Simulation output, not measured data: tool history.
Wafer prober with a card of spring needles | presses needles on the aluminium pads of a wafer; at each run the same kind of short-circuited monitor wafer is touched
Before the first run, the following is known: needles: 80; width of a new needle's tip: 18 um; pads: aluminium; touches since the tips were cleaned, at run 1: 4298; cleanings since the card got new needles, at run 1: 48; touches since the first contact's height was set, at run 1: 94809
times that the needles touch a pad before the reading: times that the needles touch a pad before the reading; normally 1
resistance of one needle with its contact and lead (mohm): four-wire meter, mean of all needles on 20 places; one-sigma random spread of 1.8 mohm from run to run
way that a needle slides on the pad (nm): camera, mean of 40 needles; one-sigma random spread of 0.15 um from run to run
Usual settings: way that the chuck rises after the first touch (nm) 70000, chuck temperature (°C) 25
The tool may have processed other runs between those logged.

run     day  way that the chuck rises after the first touch (nm)  chuck temperature (°C)  times that the needles touch a pad before the reading  touches since the tips were cleaned  cleanings since the card got new needles  touches since the first contact's height was set  resistance of one needle with its contact and lead (mohm)  way that a needle slides on the pad (nm)
  1       0                                                70000                      25                                                      1                                 4298                                        48                                             94809                                                        190                                     16690
        0.2  -- tips cleaned on abrasive film
      0.929  -- tips cleaned on abrasive film
  2   0.942                                                70000                      25                                                      1                                  132                                        50                                            103562                                                        188                                     16880
      1.588  -- tips cleaned on abrasive film
  3   1.588                                                70000                      25                                                      1                                    0                                        51                                            109540                                                        188                                     16730
  4     2.2                                                70000                      25                                                      1                                 5771                                        51                                            115311                                                        193                                     16920
      2.271  -- tips cleaned on abrasive film
      2.929  -- tips cleaned on abrasive film
  5   2.929                                                70000                      28                                                      1                                    0                                        53                                            122052                                                        190                                     16910
      3.633  -- tips cleaned on abrasive film
  6   3.804                                                70000                      28                                                      1                                 1577                                        54                                            130188                                                        190                                     16790
      4.338  -- tips cleaned on abrasive film
  7    4.35                                                70000                      95                                                      1                                  121                                        55                                            135258                                                        203                                     16940
      5.058  -- tips cleaned on abrasive film
  8   5.358                                                70000                      95                                                      1                                 2824                                        56                                            144677                                                        201                                     16860
      5.767  -- tips cleaned on abrasive film
  9   5.979                                                70000                      95                                                      1                                 1995                                        57                                            150462                                                        205                                     16960
      6.425  -- tips cleaned on abrasive film
 10   6.588                                                70000                      31                                                      1                                 1515                                        58                                            156097                                                        191                                     17100
      7.121  -- tips cleaned on abrasive film
 11   7.292                                                70000                      60                                                      1                                 1617                                        59                                            162667                                                        196                                     16910
 12   7.717                                                70000                      60                                                      1                                 5573                                        59                                            166623                                                        196                                     16900
        7.8  -- tips cleaned on abrasive film
 13   8.192                                                70000                      60                                                      1                                 3670                                        60                                            171070                                                        199                                     16990
      8.475  -- tips cleaned on abrasive film
 14   8.812                                                77000                      35                                                      1                                 3161                                        61                                            176839                                                        192                                     18490
      9.167  -- tips cleaned on abrasive film
 15   9.733                                                75000                      25                                                      1                                 5309                                        62                                            185396                                                        190                                     18260
      9.833  -- tips cleaned on abrasive film
     10.492  -- tips cleaned on abrasive film
 16  10.492                                                70000                      32                                                      1                                    0                                        64                                            192429                                                        190                                     16750
 17  10.925                                                70000                     101                                                      2                                 4072                                        64                                            196501                                                        205                                     16590
     11.138  -- tips cleaned on abrasive film
 18  11.738                                                56000                     123                                                      2                                 5624                                        65                                            204056                                                        215                                     13530
     11.808  -- tips cleaned on abrasive film
     12.483  -- tips cleaned on abrasive film
 19  12.758                                                59000                      45                                                      1                                 2574                                        67                                            213560                                                        197                                     14270
     13.138  -- tips cleaned on abrasive film
 20  13.633                                                59000                      84                                                      3                                 4629                                        68                                            221693                                                        204                                     14170
     13.792  -- tips cleaned on abrasive film
 21  14.167                                                70000                      45                                                      2                                 3522                                        69                                            226661                                                        195                                     16950
     14.446  -- tips cleaned on abrasive film
 22  14.767                                                53000                      25                                                      1                                 3035                                        70                                            232244                                                        192                                     12740
     15.092  -- tips cleaned on abrasive film
 23  15.279                                                53000                     110                                                      1                                 1737                                        71                                            236979                                                        213                                     12730
     15.746  -- tips cleaned on abrasive film
 24  15.992                                                53000                     110                                                      1                                 2285                                        72                                            243623                                                        213                                     12760
     16.429  -- tips cleaned on abrasive film
 25  16.479                                                53000                     110                                                      1                                  483                                        73                                            248158                                                        206                                     12760
     16.558  -- height of the first contact set anew
     17.154  -- tips cleaned on abrasive film
 26  17.154                                                59000                      95                                                      1                                   20                                        74                                              5536                                                        206                                     14290

What if the next run were any one of these 3? Each begins from the tool's condition after run 26:
     17.796  -- tips cleaned on abrasive film
  A  17.896                                                59000                      95                                                      2                                  926                                        75                                             12429                                                          ?                                         ?
     17.796  -- tips cleaned on abrasive film
  B  17.896                                                59000                      95                                                      2                                  926                                        75                                             12429                                                          ?                                         ?
     17.796  -- tips cleaned on abrasive film
  C  17.896                                                70000                      97                                                      2                                  926                                        75                                             12429                                                          ?                                         ?

run  resistance of one needle with its contact and lead (mohm)  way that a needle slides on the pad (nm)
  A                                                        204                                     14440
  B                                                        210                                     14470
  C                                                        205                                     16820
With the hidden condition removed and each run's random variation left untouched, the same runs would have given:
run  resistance of one needle with its contact and lead (mohm)  way that a needle slides on the pad (nm)
  A                                                        204                                     14440
  B                                                        210                                     14480
  C                                                        205                                     16820

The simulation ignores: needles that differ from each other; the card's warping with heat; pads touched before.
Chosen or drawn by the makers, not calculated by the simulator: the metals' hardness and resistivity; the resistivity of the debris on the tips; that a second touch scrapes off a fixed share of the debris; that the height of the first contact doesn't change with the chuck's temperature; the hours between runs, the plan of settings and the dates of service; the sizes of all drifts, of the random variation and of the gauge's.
